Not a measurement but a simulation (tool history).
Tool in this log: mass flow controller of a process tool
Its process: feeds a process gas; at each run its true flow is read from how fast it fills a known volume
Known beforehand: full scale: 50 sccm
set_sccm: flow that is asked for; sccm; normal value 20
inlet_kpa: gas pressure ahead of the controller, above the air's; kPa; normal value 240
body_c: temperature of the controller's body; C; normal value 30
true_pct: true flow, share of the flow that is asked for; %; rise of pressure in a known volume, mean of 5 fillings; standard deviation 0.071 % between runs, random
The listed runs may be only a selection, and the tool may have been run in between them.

run,hour,set_sccm,inlet_kpa,body_c,true_pct
1,0,20,240,30,99.55
2,187.5,20,240,30,99.34
3,486,20,240,30,99.31
4,657.5,20,240,30,99.44
5,958.4,20,240,30,99.41
6,1338.2,29,240,30,99.58
7,1593.5,29,227,30,99.35
8,1865.2,29,227,30,99.52
9,2220.4,29,227,30,99.53
10,2612.2,20,161,30,99.6
11,2869,20,270,30,99.4
12,3050.1,20,270,30,99.3
13,3421.6,20,270,30,99.31
14,3816.4,6,169,36,99.27
15,4020.3,20,240,30,99.49
16,4235.6,12,240,27,99.51
17,4440.7,12,240,27,99.28

Consider 3 possible next runs. They are alternatives, not a sequence: every one starts from the tool as it was left by run 17. What does each give?
A,4807.8,21,237,27,?
B,4807.8,8,226,38,?
C,4807.8,7,208,35,?

run,true_pct
A,99.43
B,98.97
C,99.18
With no hidden state in the tool, these same runs would have given:
run,true_pct
A,99.44
B,98.96
C,99.17
